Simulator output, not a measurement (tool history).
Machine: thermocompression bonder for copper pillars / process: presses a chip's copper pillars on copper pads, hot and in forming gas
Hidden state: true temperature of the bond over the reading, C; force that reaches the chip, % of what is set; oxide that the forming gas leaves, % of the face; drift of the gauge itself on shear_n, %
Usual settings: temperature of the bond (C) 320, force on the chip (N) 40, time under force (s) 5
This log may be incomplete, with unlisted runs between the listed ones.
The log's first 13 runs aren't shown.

| run | hour | temperature of the bond (C) | force on the chip (N) | time under force (s) | hours of work since the heater was calibrated | hours of work since the force cell was calibrated | hours of work since the gas filter was changed | force that shears a chip off (N) |
|---|---|---|---|---|---|---|---|---|
| 14 | 643.7 | 320 | 40 | 5 | 312 | 393 | 218 | 66 |
|  | 649.4 | forming gas filter changed |
| 15 | 695 | 320 | 36 | 5 | 335 | 416 | 21 | 65.2 |
| 16 | 728.2 | 320 | 40 | 5 | 350 | 431 | 36 | 67.6 |
| 17 | 784 | 320 | 40 | 4 | 375 | 456 | 61 | 62.3 |
| 18 | 838.3 | 320 | 40 | 5 | 400 | 480 | 85 | 67.9 |
| 19 | 882.6 | 320 | 40 | 5 | 420 | 500 | 105 | 67.5 |
| 20 | 920.6 | 320 | 35 | 5 | 437 | 518 | 123 | 60.8 |
| 21 | 979 | 320 | 35 | 5 | 463 | 544 | 149 | 60.6 |
| 22 | 1005.4 | 320 | 35 | 5 | 475 | 556 | 161 | 60.8 |
| 23 | 1032.7 | 320 | 35 | 5 | 487 | 568 | 173 | 59.6 |
| 24 | 1088.4 | 320 | 35 | 5 | 513 | 593 | 198 | 59.7 |
| 25 | 1130.6 | 303 | 26 | 6 | 532 | 613 | 218 | 44.4 |
|  | 1138.9 | forming gas filter changed |
| 26 | 1164.8 | 303 | 28 | 10 | 547 | 628 | 12 | 59.5 |
| 27 | 1195.3 | 312 | 51 | 3 | 561 | 642 | 25 | 58.2 |
|  | 1203.5 | heater calibrated with a thermocouple chip |
| 28 | 1255.8 | 312 | 51 | 3 | 24 | 668 | 52 | 63.8 |
| 29 | 1300.3 | 325 | 36 | 3 | 44 | 688 | 72 | 57.1 |
| 30 | 1352.2 | 325 | 35 | 4 | 67 | 712 | 96 | 63 |
| 31 | 1412 | 325 | 55 | 6 | 94 | 739 | 123 | 90 |
| 32 | 1448.1 | 325 | 28 | 6 | 111 | 755 | 139 | 63.5 |
| 33 | 1474.7 | 325 | 47 | 3 | 123 | 767 | 151 | 65.5 |
| 34 | 1502.8 | 346 | 38 | 4 | 135 | 780 | 164 | 74.1 |
| 35 | 1556.9 | 346 | 38 | 4 | 160 | 804 | 188 | 73.6 |
| 36 | 1590.9 | 346 | 38 | 4 | 175 | 819 | 203 | 74.1 |
| 37 | 1617.9 | 346 | 26 | 5 | 187 | 832 | 216 | 65.2 |
|  | 1632 | forming gas filter changed |
| 38 | 1650.1 | 320 | 39 | 3 | 202 | 846 | 8 | 55.7 |

Each row is a separate what-if for the run after 38, all from the same tool condition, not one after another. Results?
| A | 1680.2 | 320 | 29 | 5 | 215 | 860 | 22 | ? |
| B | 1680.2 | 318 | 39 | 3 | 215 | 860 | 22 | ? |
| C | 1680.2 | 309 | 44 | 3 | 215 | 860 | 22 | ? |
| D | 1680.2 | 325 | 59 | 5 | 215 | 860 | 22 | ? |

| run | force that shears a chip off (N) |
|---|---|
| A | 57 |
| B | 54 |
| C | 54.8 |
| D | 88.8 |
What these runs would have given with no unlogged condition in the tool:
| run | force that shears a chip off (N) |
|---|---|
| A | 61.4 |
| B | 58.2 |
| C | 59.1 |
| D | 94.2 |
